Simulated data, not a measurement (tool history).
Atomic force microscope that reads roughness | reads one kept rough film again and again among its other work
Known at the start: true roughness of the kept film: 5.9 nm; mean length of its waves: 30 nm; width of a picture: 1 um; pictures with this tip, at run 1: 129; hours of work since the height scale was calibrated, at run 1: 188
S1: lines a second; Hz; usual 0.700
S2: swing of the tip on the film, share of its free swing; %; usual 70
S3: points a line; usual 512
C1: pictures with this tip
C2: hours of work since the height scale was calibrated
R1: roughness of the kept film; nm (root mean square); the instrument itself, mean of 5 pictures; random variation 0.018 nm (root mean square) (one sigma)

run	day	S1	S2	S3	C1	C2	R1
1	0.000	0.700	70	512	129	188	3.333
2	0.679	0.700	70	512	148	195	3.206
3	1.621	1.897	70	512	174	205	2.845
4	2.704	1.897	70	512	204	217	2.655
# day 3.188: new tip fitted
5	3.471	1.897	70	512	8	225	4.088
6	4.417	1.897	70	512	34	235	3.789
7	5.062	1.897	70	512	52	242	3.598
8	5.775	1.897	70	512	71	249	3.441
9	6.533	0.700	70	660	92	257	3.457
# day 6.633: height scale calibrated on a step standard
10	7.312	0.700	70	660	112	7	3.306
11	7.858	0.700	70	660	127	13	3.199
12	8.800	0.700	61	660	153	23	3.098
13	9.462	0.700	61	660	172	30	2.970
# day 10.362: height scale calibrated on a step standard, once more
14	10.450	0.963	71	660	197	1	2.720
# day 11.100: new tip fitted
15	11.117	0.803	72	488	0	8	4.386
16	12.225	0.803	72	488	31	20	4.045
17	12.712	0.700	56	404	44	25	4.036
18	13.233	2.201	85	367	58	30	3.083
19	13.821	2.201	85	367	75	37	2.950
20	14.433	2.201	85	367	91	43	2.856
21	15.317	2.201	61	367	116	52	3.202
22	15.933	2.201	61	367	133	59	3.056
23	16.971	2.064	80	468	161	70	2.574
24	18.012	1.020	85	468	190	81	2.593
# day 18.988: new tip fitted
25	19.025	2.103	79	804	1	92	3.873
26	19.804	1.796	77	789	22	100	3.748

Forecast each of these 4 alternatives for the next run:
A	20.325	2.280	66	286	37	105	?
B	20.325	1.705	70	512	37	105	?
C	20.325	1.796	83	584	37	105	?
D	20.325	1.123	64	743	37	105	?

run	R1
A	3.750
B	3.816
C	3.461
D	4.006
Without the tool's hidden state the same runs would have given:
run	R1
A	4.179
B	4.254
C	3.857
D	4.463
